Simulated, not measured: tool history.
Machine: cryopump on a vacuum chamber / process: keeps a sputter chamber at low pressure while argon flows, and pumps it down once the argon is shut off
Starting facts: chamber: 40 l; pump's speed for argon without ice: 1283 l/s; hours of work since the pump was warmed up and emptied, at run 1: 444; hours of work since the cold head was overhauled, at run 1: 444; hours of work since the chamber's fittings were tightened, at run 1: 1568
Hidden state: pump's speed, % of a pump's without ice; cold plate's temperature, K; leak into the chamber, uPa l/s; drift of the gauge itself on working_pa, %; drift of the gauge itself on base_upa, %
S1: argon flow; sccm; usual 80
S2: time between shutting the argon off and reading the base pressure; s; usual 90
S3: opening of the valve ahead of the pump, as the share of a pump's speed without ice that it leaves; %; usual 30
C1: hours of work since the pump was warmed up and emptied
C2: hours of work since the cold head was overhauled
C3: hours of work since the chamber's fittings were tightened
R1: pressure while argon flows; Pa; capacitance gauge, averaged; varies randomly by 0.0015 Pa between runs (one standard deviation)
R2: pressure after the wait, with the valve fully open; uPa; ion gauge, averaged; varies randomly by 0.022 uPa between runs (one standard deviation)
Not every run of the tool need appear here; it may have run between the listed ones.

| run | hour | S1 | S2 | S3 | C1 | C2 | C3 | R1 | R2 |
|---|---|---|---|---|---|---|---|---|---|
| 1 | 0.0 | 80 | 90 | 30 | 444 | 444 | 1568 | 0.3666 | 1.52 |
| 2 | 14.4 | 80 | 90 | 30 | 451 | 451 | 1575 | 0.3652 | 1.60 |
| 3 | 31.9 | 80 | 90 | 30 | 460 | 460 | 1584 | 0.3676 | 1.57 |
| 4 | 44.7 | 80 | 90 | 16 | 467 | 467 | 1591 | 0.6718 | 1.56 |
| 5 | 63.3 | 99 | 90 | 16 | 477 | 477 | 1601 | 0.8283 | 1.59 |
| 6 | 82.4 | 99 | 90 | 16 | 487 | 487 | 1611 | 0.8234 | 1.62 |
| 7 | 94.5 | 99 | 90 | 16 | 493 | 493 | 1617 | 0.8339 | 1.61 |
| 8 | 106.9 | 80 | 220 | 30 | 499 | 499 | 1624 | 0.3655 | 1.37 |
| 9 | 131.9 | 80 | 220 | 30 | 512 | 512 | 1637 | 0.3658 | 1.32 |
| 10 | 147.0 | 80 | 220 | 30 | 520 | 520 | 1644 | 0.3682 | 1.36 |
| 11 | 162.9 | 80 | 220 | 30 | 529 | 529 | 1653 | 0.3658 | 1.41 |
| 12 | 185.4 | 80 | 220 | 30 | 540 | 540 | 1664 | 0.3697 | 1.36 |
| 13 | 201.9 | 80 | 90 | 30 | 549 | 549 | 1673 | 0.3664 | 1.63 |
| 14 | 214.5 | 80 | 90 | 46 | 556 | 556 | 1680 | 0.2451 | 1.69 |
| 15 | 225.4 | 80 | 90 | 46 | 561 | 561 | 1685 | 0.2456 | 1.67 |
| 16 | 240.2 | 80 | 25 | 30 | 569 | 569 | 1693 | 0.3729 | 2.82 |
| 17 | 263.2 | 80 | 25 | 30 | 581 | 581 | 1705 | 0.3702 | 2.81 |
| 18 | 277.0 | 80 | 25 | 30 | 588 | 588 | 1712 | 0.3695 | 2.93 |
| 19 | 300.5 | 124 | 90 | 19 | 600 | 600 | 1724 | 0.8851 | 1.66 |
| 20 | 317.4 | 33 | 23 | 28 | 609 | 609 | 1733 | 0.1626 | 3.02 |
| 21 | 330.6 | 80 | 268 | 56 | 616 | 616 | 1740 | 0.2074 | 1.42 |
| 22 | 354.2 | 80 | 268 | 56 | 628 | 628 | 1752 | 0.2068 | 1.45 |
| 23 | 365.9 | 69 | 61 | 21 | 634 | 634 | 1759 | 0.4534 | 1.96 |
| 24 | 390.1 | 69 | 61 | 21 | 647 | 647 | 1771 | 0.4501 | 1.91 |
| 25 | 405.6 | 104 | 61 | 47 | 655 | 655 | 1779 | 0.3186 | 1.95 |
| 26 | 423.4 | 104 | 61 | 47 | 664 | 664 | 1789 | 0.3179 | 2.01 |
| 27 | 444.3 | 104 | 22 | 47 | 675 | 675 | 1799 | 0.3153 | 3.07 |

The next listed run, before its measurement:
| 28 | 462.7 | 104 | 22 | 47 | 685 | 685 | 1809 | ? | ? |

Run 28 produced R1 0.3214 Pa, R2 3.11 uPa.
Were there no unlogged condition in the tool, this run, its random variation unchanged, would have produced R1 0.2929 Pa, R2 2.03 uPa.

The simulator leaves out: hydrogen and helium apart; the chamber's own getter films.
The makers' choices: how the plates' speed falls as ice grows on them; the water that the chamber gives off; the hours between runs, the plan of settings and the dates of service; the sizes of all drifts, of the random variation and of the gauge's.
